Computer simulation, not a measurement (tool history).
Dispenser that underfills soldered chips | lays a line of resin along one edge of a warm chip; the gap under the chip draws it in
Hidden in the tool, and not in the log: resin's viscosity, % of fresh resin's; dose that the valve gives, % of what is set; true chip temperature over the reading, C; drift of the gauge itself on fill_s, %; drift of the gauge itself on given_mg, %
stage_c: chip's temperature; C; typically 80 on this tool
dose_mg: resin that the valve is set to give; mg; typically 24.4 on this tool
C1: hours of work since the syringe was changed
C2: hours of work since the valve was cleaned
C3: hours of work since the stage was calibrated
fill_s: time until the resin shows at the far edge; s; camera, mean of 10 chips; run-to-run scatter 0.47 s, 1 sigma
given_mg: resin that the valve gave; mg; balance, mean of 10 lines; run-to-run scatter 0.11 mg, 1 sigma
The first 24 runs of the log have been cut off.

{"hour": 199.0, "done": "new syringe of resin"}
{"run": 25, "hour": 201.8, "stage_c": 85, "dose_mg": 30.6, "C1": 2, "C2": 26, "C3": 448, "fill_s": 29.8, "given_mg": 29.94}
{"hour": 206.0, "done": "new syringe of resin"}
{"hour": 212.8, "done": "new syringe of resin"}
{"run": 26, "hour": 212.8, "stage_c": 78, "dose_mg": 22.6, "C1": 0, "C2": 35, "C3": 456, "fill_s": 38.1, "given_mg": 21.79}
{"hour": 219.7, "done": "new syringe of resin"}
{"run": 27, "hour": 220.7, "stage_c": 78, "dose_mg": 30.1, "C1": 1, "C2": 41, "C3": 462, "fill_s": 37.2, "given_mg": 29.0}
{"hour": 226.6, "done": "new syringe of resin"}
{"run": 28, "hour": 229.7, "stage_c": 87, "dose_mg": 24.0, "C1": 2, "C2": 48, "C3": 469, "fill_s": 28.0, "given_mg": 22.9}
{"hour": 233.6, "done": "new syringe of resin"}
{"run": 29, "hour": 235.2, "stage_c": 87, "dose_mg": 24.0, "C1": 1, "C2": 52, "C3": 473, "fill_s": 26.6, "given_mg": 22.77}
{"hour": 240.4, "done": "new syringe of resin"}
{"run": 30, "hour": 240.4, "stage_c": 85, "dose_mg": 31.3, "C1": 0, "C2": 56, "C3": 477, "fill_s": 25.8, "given_mg": 29.72}
{"run": 31, "hour": 245.4, "stage_c": 85, "dose_mg": 31.3, "C1": 4, "C2": 59, "C3": 481, "fill_s": 32.0, "given_mg": 29.43}
{"hour": 247.1, "done": "new syringe of resin"}
{"run": 32, "hour": 252.0, "stage_c": 88, "dose_mg": 27.7, "C1": 4, "C2": 64, "C3": 486, "fill_s": 27.7, "given_mg": 25.96}
{"hour": 254.3, "done": "new syringe of resin"}
{"hour": 261.3, "done": "new syringe of resin"}
{"hour": 262.3, "done": "dispensing valve cleaned and set on the balance"}
{"run": 33, "hour": 262.9, "stage_c": 77, "dose_mg": 24.7, "C1": 1, "C2": 1, "C3": 493, "fill_s": 40.0, "given_mg": 24.9}
{"run": 34, "hour": 267.5, "stage_c": 83, "dose_mg": 24.3, "C1": 4, "C2": 4, "C3": 497, "fill_s": 36.7, "given_mg": 23.95}
{"hour": 269.2, "done": "new syringe of resin"}
{"hour": 276.0, "done": "new syringe of resin"}
{"run": 35, "hour": 276.3, "stage_c": 81, "dose_mg": 24.6, "C1": 0, "C2": 11, "C3": 503, "fill_s": 32.2, "given_mg": 24.31}

Here are 3 independent what-if runs from the current tool condition. What would each one return?
{"hour": 283.1, "done": "new syringe of resin"}
{"run": "A", "hour": 285.1, "stage_c": 87, "dose_mg": 22.1, "C1": 2, "C2": 17, "C3": 510, "fill_s": "?", "given_mg": "?"}
{"hour": 283.1, "done": "new syringe of resin"}
{"run": "B", "hour": 285.1, "stage_c": 80, "dose_mg": 27.0, "C1": 2, "C2": 17, "C3": 510, "fill_s": "?", "given_mg": "?"}
{"hour": 283.1, "done": "new syringe of resin"}
{"run": "C", "hour": 285.1, "stage_c": 91, "dose_mg": 23.0, "C1": 2, "C2": 17, "C3": 510, "fill_s": "?", "given_mg": "?"}

run=A fill_s=27.2 given_mg=21.88
run=B fill_s=35.8 given_mg=26.48
run=C fill_s=22.0 given_mg=22.72
Had the tool no hidden state, the same runs would have come out as:
run=A fill_s=26.8 given_mg=22.23
run=B fill_s=35.5 given_mg=26.91
run=C fill_s=21.7 given_mg=23.09

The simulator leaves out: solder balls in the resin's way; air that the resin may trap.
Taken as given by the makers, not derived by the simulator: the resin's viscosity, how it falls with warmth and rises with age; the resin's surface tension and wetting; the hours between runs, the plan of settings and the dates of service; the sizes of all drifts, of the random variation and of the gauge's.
